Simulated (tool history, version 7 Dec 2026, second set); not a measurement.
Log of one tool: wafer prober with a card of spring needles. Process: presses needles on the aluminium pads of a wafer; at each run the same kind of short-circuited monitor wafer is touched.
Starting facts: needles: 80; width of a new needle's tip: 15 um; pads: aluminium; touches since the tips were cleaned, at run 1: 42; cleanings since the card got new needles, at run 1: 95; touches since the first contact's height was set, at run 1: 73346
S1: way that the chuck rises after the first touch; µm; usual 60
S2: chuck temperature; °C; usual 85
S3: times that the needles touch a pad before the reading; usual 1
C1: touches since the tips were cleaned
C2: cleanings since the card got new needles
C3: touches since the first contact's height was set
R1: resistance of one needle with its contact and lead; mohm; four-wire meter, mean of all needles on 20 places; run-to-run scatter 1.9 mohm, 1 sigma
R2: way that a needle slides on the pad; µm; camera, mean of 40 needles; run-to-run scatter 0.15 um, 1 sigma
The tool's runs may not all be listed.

| run | hour | S1 | S2 | S3 | C1 | C2 | C3 | R1 | R2 |
|---|---|---|---|---|---|---|---|---|---|
| 1 | 0 | 60 | 85 | 1 | 42 | 95 | 73346 | 227 | 12.6 |
|  | 3.9 | tips cleaned on abrasive film |
| 2 | 4.8 | 60 | 85 | 1 | 403 | 96 | 75548 | 247 | 12.63 |
|  | 8.4 | tips cleaned on abrasive film |
|  | 12.3 | tips cleaned on abrasive film |
| 3 | 14.6 | 60 | 85 | 1 | 1088 | 98 | 80028 | 271 | 12.63 |
|  | 16.8 | tips cleaned on abrasive film |
|  | 21.1 | tips cleaned on abrasive film |
| 4 | 23.2 | 60 | 85 | 1 | 969 | 100 | 83968 | 274 | 12.69 |
|  | 25.7 | tips cleaned on abrasive film |
|  | 29.4 | tips cleaned on abrasive film |
| 5 | 32.5 | 60 | 36 | 1 | 1451 | 102 | 88217 | 294 | 12.68 |
|  | 33.5 | tips cleaned on abrasive film |
|  | 37.8 | tips cleaned on abrasive film |
| 6 | 39.6 | 60 | 36 | 1 | 865 | 104 | 91460 | 277 | 12.51 |
|  | 41.8 | tips cleaned on abrasive film |
|  | 45.8 | tips cleaned on abrasive film |
|  | 50.2 | tips cleaned on abrasive film |
| 7 | 51.1 | 60 | 36 | 1 | 430 | 107 | 96681 | 239 | 12.55 |
|  | 54.5 | tips cleaned on abrasive film |
|  | 58.6 | tips cleaned on abrasive film |
| 8 | 60 | 60 | 36 | 1 | 695 | 109 | 100774 | 261 | 12.27 |
|  | 61.9 | height of the first contact set anew |
|  | 62.9 | tips cleaned on abrasive film |
|  | 66.8 | tips cleaned on abrasive film |
| 9 | 67.2 | 60 | 36 | 1 | 199 | 111 | 2382 | 219 | 13.99 |
|  | 71.3 | tips cleaned on abrasive film |
|  | 75.3 | tips cleaned on abrasive film |
| 10 | 75.6 | 60 | 36 | 1 | 109 | 113 | 6190 | 214 | 13.61 |
|  | 79.5 | tips cleaned on abrasive film |
| 11 | 80.4 | 60 | 85 | 1 | 417 | 114 | 8419 | 239 | 13.25 |
|  | 83.3 | tips cleaned on abrasive film |
|  | 87.2 | tips cleaned on abrasive film |
|  | 91 | tips cleaned on abrasive film |
| 12 | 92.1 | 68 | 85 | 1 | 502 | 117 | 13719 | 234 | 15.12 |
|  | 95.5 | tips cleaned on abrasive film |
| 13 | 99 | 68 | 85 | 1 | 1634 | 118 | 16894 | 282 | 15.3 |
|  | 100 | tips cleaned on abrasive film |
|  | 104.5 | tips cleaned on abrasive film |
| 14 | 106.5 | 68 | 85 | 1 | 897 | 120 | 20310 | 259 | 15.09 |
|  | 108.4 | tips cleaned on abrasive film |
|  | 112.3 | tips cleaned on abrasive film |
|  | 116.9 | tips cleaned on abrasive film |
| 15 | 117.1 | 47 | 66 | 1 | 115 | 123 | 25149 | 236 | 10.25 |
|  | 121 | tips cleaned on abrasive film |
|  | 125.6 | tips cleaned on abrasive film |
| 16 | 127.2 | 47 | 66 | 1 | 788 | 125 | 29798 | 292 | 10.32 |
|  | 129.7 | tips cleaned on abrasive film |
|  | 133.5 | tips cleaned on abrasive film |
|  | 137.3 | tips cleaned on abrasive film |
| 17 | 138.1 | 60 | 85 | 2 | 349 | 128 | 34729 | 232 | 13.28 |
|  | 141.7 | tips cleaned on abrasive film |
| 18 | 144.5 | 71 | 75 | 1 | 1279 | 129 | 37669 | 257 | 15.53 |
|  | 145.5 | tips cleaned on abrasive film |
|  | 150 | tips cleaned on abrasive film |
| 19 | 151.7 | 76 | 80 | 2 | 825 | 131 | 40970 | 229 | 16.86 |
|  | 153.9 | tips cleaned on abrasive film |
|  | 157.7 | tips cleaned on abrasive film |
| 20 | 160.3 | 76 | 80 | 2 | 1212 | 133 | 44872 | 238 | 16.51 |
|  | 162 | tips cleaned on abrasive film |
|  | 166 | tips cleaned on abrasive film |
| 21 | 166.6 | 60 | 85 | 2 | 287 | 135 | 47756 | 232 | 13.16 |
|  | 170.1 | tips cleaned on abrasive film |
|  | 174.1 | tips cleaned on abrasive film |
|  | 177.9 | tips cleaned on abrasive film |
| 22 | 178.3 | 60 | 85 | 2 | 198 | 138 | 53059 | 228 | 12.96 |
|  | 182.1 | tips cleaned on abrasive film |
|  | 186.3 | tips cleaned on abrasive film |
| 23 | 189.2 | 60 | 85 | 2 | 1355 | 140 | 58053 | 266 | 12.98 |
|  | 190.1 | tips cleaned on abrasive film |
|  | 194.5 | tips cleaned on abrasive film |
| 24 | 197.7 | 41 | 85 | 1 | 1521 | 142 | 61962 | 436 | 8.43 |
|  | 198.5 | tips cleaned on abrasive film |
|  | 202.4 | tips cleaned on abrasive film |
|  | 206.7 | tips cleaned on abrasive film |
| 25 | 209.2 | 59 | 28 | 1 | 1178 | 145 | 67176 | 290 | 12.52 |
|  | 210.8 | tips cleaned on abrasive film |
|  | 214.8 | tips cleaned on abrasive film |
|  | 218.7 | tips cleaned on abrasive film |
| 26 | 218.8 | 59 | 28 | 1 | 62 | 148 | 71557 | 210 | 12.43 |
|  | 222.9 | tips cleaned on abrasive film |
| 27 | 225 | 60 | 63 | 1 | 1009 | 149 | 74398 | 283 | 12.87 |

Pick out some run-to-run changes in R1. Of each, how much would a tool without hidden state show as well, from the settings, what came in and chance, and how much is left for the hidden state and any gauge scatter not in both results compared?
Hidden conditions of the tool in this case: debris on the tips, nm; way that the needles fall short of the set height, um; tips' diameter, um; drift of the gauge itself on contact_mohm, %; drift of the gauge itself on scrub_um, %.
Run 23 -> 24: S1 60 -> 41, S3 2 -> 1, tips cleaned on abrasive film, tips cleaned on abrasive film. R1 +170 mohm: hidden state +161, all else +9.
Run 24 -> 25: S1 41 -> 59, S2 85 -> 28, tips cleaned on abrasive film, tips cleaned on abrasive film, tips cleaned on abrasive film. R1 -146 mohm: hidden state -121, all else -25.
